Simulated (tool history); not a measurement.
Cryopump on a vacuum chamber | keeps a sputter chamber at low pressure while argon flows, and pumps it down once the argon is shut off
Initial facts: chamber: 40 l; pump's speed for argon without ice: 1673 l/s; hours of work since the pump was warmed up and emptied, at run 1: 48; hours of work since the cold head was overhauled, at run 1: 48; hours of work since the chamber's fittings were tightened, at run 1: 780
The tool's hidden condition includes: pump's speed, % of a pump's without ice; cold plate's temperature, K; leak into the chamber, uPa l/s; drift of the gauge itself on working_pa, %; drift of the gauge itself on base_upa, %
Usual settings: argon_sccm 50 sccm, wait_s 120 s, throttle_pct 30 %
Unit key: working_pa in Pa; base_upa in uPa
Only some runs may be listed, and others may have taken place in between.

| run | hour | argon_sccm | wait_s | throttle_pct | hours of work since the pump was warmed up and emptied | hours of work since the cold head was overhauled | hours of work since the chamber's fittings were tightened | working_pa | base_upa |
|---|---|---|---|---|---|---|---|---|---|
| 1 | 0.0 | 50 | 120 | 30 | 48 | 48 | 780 | 0.1693 | 0.87 |
| 2 | 36.6 | 50 | 120 | 30 | 70 | 70 | 803 | 0.1695 | 0.86 |
| 3 | 69.1 | 50 | 120 | 30 | 90 | 90 | 822 | 0.1702 | 0.90 |
| 4 | 97.8 | 50 | 249 | 30 | 108 | 108 | 840 | 0.1710 | 0.79 |
| 5 | 116.0 | 50 | 249 | 30 | 119 | 119 | 851 | 0.1700 | 0.76 |
| 6 | 146.4 | 50 | 120 | 30 | 138 | 138 | 870 | 0.1702 | 0.92 |
| 7 | 164.6 | 57 | 120 | 30 | 149 | 149 | 881 | 0.1937 | 0.89 |
| 8 | 191.8 | 57 | 120 | 30 | 166 | 166 | 898 | 0.1939 | 0.94 |
| 9 | 228.5 | 45 | 120 | 30 | 188 | 188 | 920 | 0.1548 | 0.94 |
| 10 | 251.6 | 45 | 120 | 30 | 203 | 203 | 935 | 0.1531 | 0.95 |
| 11 | 274.1 | 50 | 120 | 16 | 216 | 216 | 949 | 0.3195 | 0.94 |
| 12 | 303.6 | 50 | 120 | 30 | 235 | 235 | 967 | 0.1715 | 0.97 |
| 13 | 343.7 | 50 | 120 | 17 | 259 | 259 | 991 | 0.2992 | 0.97 |
| 14 | 377.3 | 50 | 120 | 17 | 280 | 280 | 1012 | 0.2990 | 1.00 |
| 15 | 411.3 | 50 | 120 | 17 | 301 | 301 | 1033 | 0.2980 | 1.02 |
| 16 | 447.7 | 50 | 180 | 17 | 323 | 323 | 1055 | 0.2998 | 0.95 |
| 17 | 485.1 | 50 | 180 | 17 | 346 | 346 | 1078 | 0.3008 | 0.98 |
| 18 | 518.1 | 81 | 23 | 32 | 366 | 366 | 1099 | 0.2625 | 1.96 |
| 19 | 549.2 | 25 | 42 | 23 | 386 | 386 | 1118 | 0.1113 | 1.48 |
| 20 | 580.6 | 37 | 32 | 41 | 405 | 405 | 1137 | 0.0944 | 1.71 |
| 21 | 616.4 | 37 | 114 | 41 | 427 | 427 | 1159 | 0.0942 | 1.17 |
| 22 | 637.0 | 50 | 221 | 17 | 440 | 440 | 1172 | 0.2998 | 1.01 |

What will run 23 give?
| 23 | 654.6 | 50 | 90 | 22 | 450 | 450 | 1183 | ? | ? |

Run 23 yielded working_pa 0.2359 Pa, base_upa 1.22 uPa.
Minus the tool's unlogged condition, the same run would have read working_pa 0.2312 Pa, base_upa 0.49 uPa.

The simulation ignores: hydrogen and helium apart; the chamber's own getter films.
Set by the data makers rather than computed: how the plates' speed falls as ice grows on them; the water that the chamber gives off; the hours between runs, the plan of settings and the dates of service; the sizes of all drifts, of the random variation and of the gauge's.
